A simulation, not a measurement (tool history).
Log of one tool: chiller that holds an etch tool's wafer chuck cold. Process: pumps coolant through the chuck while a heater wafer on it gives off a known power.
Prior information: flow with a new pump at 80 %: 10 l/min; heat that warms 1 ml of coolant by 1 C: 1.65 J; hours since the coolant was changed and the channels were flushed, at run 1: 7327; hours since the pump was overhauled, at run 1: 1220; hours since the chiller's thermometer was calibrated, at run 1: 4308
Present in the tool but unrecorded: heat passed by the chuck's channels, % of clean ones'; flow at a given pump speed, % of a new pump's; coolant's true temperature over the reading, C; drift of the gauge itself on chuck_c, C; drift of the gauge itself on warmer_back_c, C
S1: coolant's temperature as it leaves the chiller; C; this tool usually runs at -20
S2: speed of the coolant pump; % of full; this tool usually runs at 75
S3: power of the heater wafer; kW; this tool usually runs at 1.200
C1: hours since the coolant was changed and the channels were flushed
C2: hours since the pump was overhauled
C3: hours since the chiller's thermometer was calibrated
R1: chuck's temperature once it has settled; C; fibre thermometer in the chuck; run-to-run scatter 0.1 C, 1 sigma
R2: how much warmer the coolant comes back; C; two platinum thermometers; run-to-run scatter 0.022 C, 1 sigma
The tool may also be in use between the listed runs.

run 1 hour=0.0 | S1=-20 S2=75 S3=1.200 | C1=7327 C2=1220 C3=4308 | R1=-7.5 R2=4.67
run 2 hour=29.9 | S1=-20 S2=75 S3=1.200 | C1=7357 C2=1250 C3=4337 | R1=-7.4 R2=4.66
run 3 hour=51.9 | S1=-20 S2=75 S3=1.200 | C1=7379 C2=1272 C3=4359 | R1=-7.4 R2=4.66
run 4 hour=76.5 | S1=-24 S2=75 S3=1.200 | C1=7403 C2=1297 C3=4384 | R1=-11.4 R2=4.71
run 5 hour=95.7 | S1=-24 S2=75 S3=1.200 | C1=7423 C2=1316 C3=4403 | R1=-11.5 R2=4.63
run 6 hour=125.5 | S1=-24 S2=75 S3=1.200 | C1=7452 C2=1346 C3=4433 | R1=-11.5 R2=4.65
run 7 hour=144.2 | S1=-24 S2=75 S3=1.200 | C1=7471 C2=1364 C3=4452 | R1=-11.5 R2=4.67
run 8 hour=172.0 | S1=-20 S2=75 S3=1.200 | C1=7499 C2=1392 C3=4479 | R1=-7.3 R2=4.65
run 9 hour=201.8 | S1=-20 S2=75 S3=1.200 | C1=7529 C2=1422 C3=4509 | R1=-7.4 R2=4.63
run 10 hour=230.3 | S1=-23 S2=75 S3=1.200 | C1=7557 C2=1450 C3=4538 | R1=-10.5 R2=4.62
run 11 hour=255.8 | S1=-23 S2=75 S3=1.200 | C1=7583 C2=1476 C3=4563 | R1=-10.4 R2=4.65
run 12 hour=268.6 | S1=-23 S2=75 S3=1.200 | C1=7596 C2=1489 C3=4576 | R1=-10.4 R2=4.62
run 13 hour=282.6 | S1=-20 S2=75 S3=1.200 | C1=7610 C2=1503 C3=4590 | R1=-7.3 R2=4.63
run 14 hour=310.8 | S1=-25 S2=75 S3=1.200 | C1=7638 C2=1531 C3=4618 | R1=-12.5 R2=4.66
-- hour=335.7 coolant changed, channels flushed
run 15 hour=335.9 | S1=-25 S2=75 S3=1.200 | C1=0 C2=1550 C3=4637 | R1=-12.6 R2=4.66
run 16 hour=361.2 | S1=-25 S2=75 S3=1.200 | C1=26 C2=1575 C3=4663 | R1=-12.6 R2=4.71
run 17 hour=377.8 | S1=-25 S2=94 S3=1.200 | C1=42 C2=1592 C3=4679 | R1=-14.4 R2=3.71
run 18 hour=396.6 | S1=-22 S2=93 S3=1.200 | C1=61 C2=1611 C3=4698 | R1=-11.2 R2=3.74
run 19 hour=416.2 | S1=-22 S2=93 S3=1.200 | C1=81 C2=1630 C3=4718 | R1=-11.1 R2=3.73
run 20 hour=447.4 | S1=-15 S2=62 S3=0.758 | C1=112 C2=1662 C3=4749 | R1=-6.1 R2=3.58
run 21 hour=466.5 | S1=-21 S2=62 S3=0.643 | C1=131 C2=1681 C3=4768 | R1=-13.1 R2=3.02
run 22 hour=484.0 | S1=-20 S2=75 S3=1.193 | C1=148 C2=1698 C3=4786 | R1=-7.6 R2=4.62
run 23 hour=500.7 | S1=-10 S2=82 S3=1.727 | C1=165 C2=1715 C3=4802 | R1=6.9 R2=6.12
run 24 hour=521.3 | S1=-10 S2=82 S3=1.727 | C1=186 C2=1735 C3=4823 | R1=7.1 R2=6.11
run 25 hour=549.4 | S1=-10 S2=82 S3=1.727 | C1=214 C2=1764 C3=4851 | R1=7.0 R2=6.13
run 26 hour=573.3 | S1=-10 S2=82 S3=1.727 | C1=238 C2=1787 C3=4875 | R1=7.0 R2=6.12
run 27 hour=603.9 | S1=-20 S2=84 S3=0.855 | C1=268 C2=1818 C3=4905 | R1=-11.7 R2=2.99
run 28 hour=625.3 | S1=-20 S2=91 S3=1.608 | C1=290 C2=1839 C3=4927 | R1=-5.1 R2=5.13
run 29 hour=650.6 | S1=-20 S2=91 S3=1.608 | C1=315 C2=1865 C3=4952 | R1=-5.3 R2=5.15
run 30 hour=670.9 | S1=-24 S2=91 S3=1.608 | C1=335 C2=1885 C3=4972 | R1=-9.4 R2=5.14
run 31 hour=697.9 | S1=-24 S2=91 S3=1.608 | C1=362 C2=1912 C3=4999 | R1=-9.2 R2=5.09

What if the next run were any one of these 5? Each begins from the tool's condition after run 31:
run A hour=719.4 | S1=-11 S2=76 S3=0.641 | C1=384 C2=1934 C3=5021 | R1=? R2=?
run B hour=719.4 | S1=-24 S2=82 S3=1.691 | C1=384 C2=1934 C3=5021 | R1=? R2=?
run C hour=719.4 | S1=-29 S2=68 S3=1.347 | C1=384 C2=1934 C3=5021 | R1=? R2=?
run D hour=719.4 | S1=-16 S2=87 S3=1.459 | C1=384 C2=1934 C3=5021 | R1=? R2=?
run E hour=719.4 | S1=-24 S2=85 S3=1.608 | C1=384 C2=1934 C3=5021 | R1=? R2=?

run=A R1=-4.3 R2=2.45
run=B R1=-7.4 R2=5.98
run=C R1=-14.0 R2=5.79
run=D R1=-2.3 R2=4.82
run=E R1=-8.5 R2=5.50
Without the tool's hidden state the same runs would have given:
run=A R1=-4.3 R2=2.45
run=B R1=-7.4 R2=5.97
run=C R1=-14.0 R2=5.79
run=D R1=-2.3 R2=4.82
run=E R1=-8.5 R2=5.50
